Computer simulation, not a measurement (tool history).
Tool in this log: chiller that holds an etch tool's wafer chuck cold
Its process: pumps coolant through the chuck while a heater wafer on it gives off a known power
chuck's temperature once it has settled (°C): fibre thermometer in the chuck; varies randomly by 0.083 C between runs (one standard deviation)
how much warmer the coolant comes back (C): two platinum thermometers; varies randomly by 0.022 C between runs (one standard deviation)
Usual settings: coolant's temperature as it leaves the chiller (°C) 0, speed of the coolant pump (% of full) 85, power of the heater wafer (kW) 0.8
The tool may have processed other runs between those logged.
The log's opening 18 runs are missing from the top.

run	day	coolant's temperature as it leaves the chiller (°C)	speed of the coolant pump (% of full)	power of the heater wafer (kW)	chuck's temperature once it has settled (°C)	how much warmer the coolant comes back (C)
19	60.338	-1	61	0.417	3	1.29
20	63.775	-5	61	1.082	5.22	3.38
21	68.329	-5	94	0.977	2.03	1.95
22	71.512	-1	83	1.057	7.24	2.34
23	75.471	-5	61	0.511	-0.16	1.59
24	79.821	-5	61	0.511	-0.23	1.58
25	83.408	7	76	0.472	10.93	1.21
26	87.504	0	75	0.8	6.74	1.96
27	92.221	0	75	0.471	3.96	1.2
28	95.404	9	85	0.8	15.17	1.75
29	99.638	9	85	0.8	15.22	1.76
30	102.962	8	85	0.491	11.7	1.08
31	105.246	8	85	0.491	11.82	1.05

Predict each of these 4 candidate next runs independently; none follows another, all start after run 31:
A	109.971	0	65	0.8	?	?
B	109.971	0	94	0.559	?	?
C	109.971	1	85	0.53	?	?
D	109.971	8	62	0.689	?	?

run	chuck's temperature once it has settled (°C)	how much warmer the coolant comes back (C)
A	7.19	2.33
B	4.1	1.1
C	5.04	1.15
D	14.29	2.15
What these runs would have given with no unlogged condition in the tool:
run	chuck's temperature once it has settled (°C)	how much warmer the coolant comes back (C)
A	7.17	2.33
B	4.1	1.1
C	5.04	1.15
D	14.27	2.15
